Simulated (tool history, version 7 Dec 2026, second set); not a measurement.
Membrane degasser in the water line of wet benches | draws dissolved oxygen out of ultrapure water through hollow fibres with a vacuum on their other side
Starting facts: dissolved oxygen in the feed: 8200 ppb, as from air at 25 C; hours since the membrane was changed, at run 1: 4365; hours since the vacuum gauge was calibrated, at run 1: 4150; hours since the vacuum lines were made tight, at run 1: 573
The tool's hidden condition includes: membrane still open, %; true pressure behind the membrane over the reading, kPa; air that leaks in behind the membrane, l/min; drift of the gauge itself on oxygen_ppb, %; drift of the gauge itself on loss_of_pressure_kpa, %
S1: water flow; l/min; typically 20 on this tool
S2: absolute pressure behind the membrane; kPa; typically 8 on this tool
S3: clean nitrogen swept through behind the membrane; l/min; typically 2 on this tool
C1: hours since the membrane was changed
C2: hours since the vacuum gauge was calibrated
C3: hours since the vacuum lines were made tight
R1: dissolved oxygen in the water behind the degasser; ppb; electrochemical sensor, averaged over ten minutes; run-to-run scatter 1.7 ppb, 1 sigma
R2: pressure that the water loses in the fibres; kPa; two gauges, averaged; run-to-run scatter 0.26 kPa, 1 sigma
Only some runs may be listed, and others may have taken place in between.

run	hour	S1	S2	S3	C1	C2	C3	R1	R2
1	0	20	8	2	4365	4150	573	179.6	72.8
2	232	20	8	1.14	4597	4382	805	267.6	73.03
3	468.8	20	13.13	2	4834	4619	1042	297.7	72.85
4	633.8	20	13.13	4.72	4999	4784	1207	175.6	73.1
5	881.3	20	13.13	4.72	5247	5032	1454	174.6	73.37
6	1120.6	20	13.13	4.72	5486	5271	1693	173.2	73.94
7	1288.8	19	13.13	4.72	5654	5439	1862	155.1	69.97
8	1458.2	19	13.13	4.72	5824	5609	2031	157.4	70.18
# hour 1507.2: vacuum gauge calibrated
9	1716	19	13.13	4.72	6081	209	2288	160.1	69.67
10	1906.3	19	13.13	4.72	6271	399	2479	162.1	70.55
11	2100.2	19	13.13	4.72	6465	593	2673	164	70.37
12	2267.4	20	5.21	2	6632	760	2840	132.3	74.48
13	2444.8	20	11.37	2	6810	938	3017	278	74.27
14	2576.8	20	11.37	2	6942	1070	3149	274.7	74.9
# hour 2756.9: vacuum gauge calibrated, once more
15	2787.1	20	11.37	2	7151	30	3359	263.8	74.52
16	3035.2	20	11.37	2	7400	278	3607	269.2	75.33
17	3142.8	20	18.54	4.04	7507	386	3715	255.7	74.86
18	3273.8	20	18.54	4.04	7638	517	3846	258.9	75.11
19	3501.5	21	6.58	1.49	7866	745	4073	204.7	78.94
20	3738.4	21	9.53	1.49	8103	982	4310	305.9	78.86
21	3888.8	21	9.53	1.49	8253	1132	4461	296.8	80.15
22	4010.7	21	5.72	4.02	8375	1254	4583	133	79.5
23	4137.8	25	5.72	1.37	8502	1381	4710	290	95.2
24	4391.5	18	18.52	1.37	8756	1635	4963	507	68.31
25	4620.2	18	8	2	8985	1863	5192	156.9	69
26	4788.8	13	8	4.71	9153	2032	5361	44	49.59
27	5010.5	20	12.6	2.92	9375	2254	5582	240	76.73
28	5234.1	15	11.02	3.71	9598	2477	5806	104.8	57.7
29	5425.1	12	14.31	0.93	9789	2668	5997	340.3	46.27
30	5640.2	14	16.36	4.75	10005	2883	6212	117.3	54.21
31	5866.5	18	8	0.93	10231	3110	6438	271.9	69.52
32	6101.3	20	11.37	3.08	10466	3344	6673	221.3	77.64

Some steps in R1 between neighbouring runs. How much of each would the tool show without its hidden state too (settings, what came in, random variation), and how much is left for the hidden state, with any gauge scatter that isn't in both results?
Run 22 -> 23: S1 21 -> 25, S3 4.02 -> 1.37. R1 +157 ppb: hidden state +23.4, all else +133.6.
Run 23 -> 24: S1 25 -> 18, S2 5.72 -> 18.52. R1 +217 ppb: hidden state -27.8, all else +244.8.
Run 24 -> 25: S2 18.52 -> 8, S3 1.37 -> 2. R1 -350.1 ppb: hidden state -5, all else -345.1.
Run 26 -> 27: S1 13 -> 20, S2 8 -> 12.6, S3 4.71 -> 2.92. R1 +196 ppb: hidden state +29.3, all else +166.7.
Run 28 -> 29: S1 15 -> 12, S2 11.02 -> 14.31, S3 3.71 -> 0.93. R1 +235.5 ppb: hidden state +4.2, all else +231.3.
Run 29 -> 30: S1 12 -> 14, S2 14.31 -> 16.36, S3 0.93 -> 4.75. R1 -223 ppb: hidden state -5.4, all else -217.6.

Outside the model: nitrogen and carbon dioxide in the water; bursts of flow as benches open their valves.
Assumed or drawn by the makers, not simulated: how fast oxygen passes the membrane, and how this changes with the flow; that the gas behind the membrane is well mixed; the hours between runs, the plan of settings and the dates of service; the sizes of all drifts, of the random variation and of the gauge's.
